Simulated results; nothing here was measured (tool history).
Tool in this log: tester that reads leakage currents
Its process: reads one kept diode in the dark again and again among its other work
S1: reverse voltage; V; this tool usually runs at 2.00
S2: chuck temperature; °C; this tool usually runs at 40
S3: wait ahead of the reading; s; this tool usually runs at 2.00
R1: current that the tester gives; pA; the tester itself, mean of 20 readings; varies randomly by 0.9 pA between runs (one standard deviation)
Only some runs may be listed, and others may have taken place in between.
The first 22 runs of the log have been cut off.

run	day	S1	S2	S3	R1
23	85.508	2.00	40	0.31	287.52
24	90.571	5.31	21	0.63	116.43
25	95.117	4.42	27	0.73	167.86
26	98.958	4.42	22	1.77	111.01
27	104.358	4.42	22	1.77	111.84
28	108.625	4.42	22	1.77	111.56
29	112.100	4.42	22	1.77	111.57
30	115.550	9.29	20	1.77	149.86
31	117.962	2.05	21	1.77	64.18

Predict each of these 4 candidate next runs independently; none follows another, all start after run 31:
A	123.325	2.00	59	2.00	?
B	123.325	7.58	48	1.77	?
C	123.325	2.28	40	2.00	?
D	123.325	1.24	28	8.77	?

run	R1
A	1072.72
B	1119.34
C	306.14
D	83.54
Stripped of hidden state, with their random variation kept, the same runs would have yielded:
run	R1
A	1136.49
B	1184.90
C	324.74
D	88.46
